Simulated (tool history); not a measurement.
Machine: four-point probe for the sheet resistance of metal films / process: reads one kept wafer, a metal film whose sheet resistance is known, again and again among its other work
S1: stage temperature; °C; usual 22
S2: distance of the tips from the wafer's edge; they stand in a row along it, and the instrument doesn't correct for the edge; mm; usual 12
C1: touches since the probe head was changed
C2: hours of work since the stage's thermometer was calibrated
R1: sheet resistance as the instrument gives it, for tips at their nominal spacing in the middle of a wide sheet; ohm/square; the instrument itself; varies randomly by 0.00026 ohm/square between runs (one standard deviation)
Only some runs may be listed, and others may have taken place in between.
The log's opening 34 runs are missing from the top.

{"run": 35, "hour": 880.3, "S1": 22, "S2": 49, "C1": 48211, "C2": 837, "R1": 1.313473}
{"run": 36, "hour": 911.3, "S1": 26, "S2": 4, "C1": 49561, "C2": 859, "R1": 1.326605}
{"run": 37, "hour": 934.7, "S1": 29, "S2": 10, "C1": 50577, "C2": 876, "R1": 1.308083}
{"run": 38, "hour": 954.8, "S1": 29, "S2": 35, "C1": 51450, "C2": 891, "R1": 1.305611}
{"run": 39, "hour": 989.6, "S1": 23, "S2": 37, "C1": 52963, "C2": 916, "R1": 1.312444}
{"run": 40, "hour": 1005.6, "S1": 23, "S2": 23, "C1": 53661, "C2": 927, "R1": 1.312698}
{"run": 41, "hour": 1020.4, "S1": 23, "S2": 66, "C1": 54301, "C2": 938, "R1": 1.312079}
{"run": 42, "hour": 1054.9, "S1": 23, "S2": 58, "C1": 55802, "C2": 963, "R1": 1.311602}
{"run": 43, "hour": 1072.0, "S1": 26, "S2": 18, "C1": 56549, "C2": 975, "R1": 1.309775}
{"run": 44, "hour": 1095.7, "S1": 34, "S2": 11, "C1": 57577, "C2": 992, "R1": 1.301981}
{"run": 45, "hour": 1114.0, "S1": 22, "S2": 15, "C1": 58374, "C2": 1005, "R1": 1.315328}
{"run": 46, "hour": 1141.8, "S1": 20, "S2": 12, "C1": 59584, "C2": 1025, "R1": 1.317822}

Predict each of these 3 candidate next runs independently; none follows another, all start after run 46:
{"run": "A", "hour": 1174.2, "S1": 30, "S2": 18, "C1": 60992, "C2": 1049, "R1": "?"}
{"run": "B", "hour": 1174.2, "S1": 29, "S2": 7, "C1": 60992, "C2": 1049, "R1": "?"}
{"run": "C", "hour": 1174.2, "S1": 35, "S2": 5, "C1": 60992, "C2": 1049, "R1": "?"}

run=A R1=1.305199
run=B R1=1.311387
run=C R1=1.310125
Without the tool's hidden state the same runs would have given:
run=A R1=1.294888
run=B R1=1.301026
run=C R1=1.299796

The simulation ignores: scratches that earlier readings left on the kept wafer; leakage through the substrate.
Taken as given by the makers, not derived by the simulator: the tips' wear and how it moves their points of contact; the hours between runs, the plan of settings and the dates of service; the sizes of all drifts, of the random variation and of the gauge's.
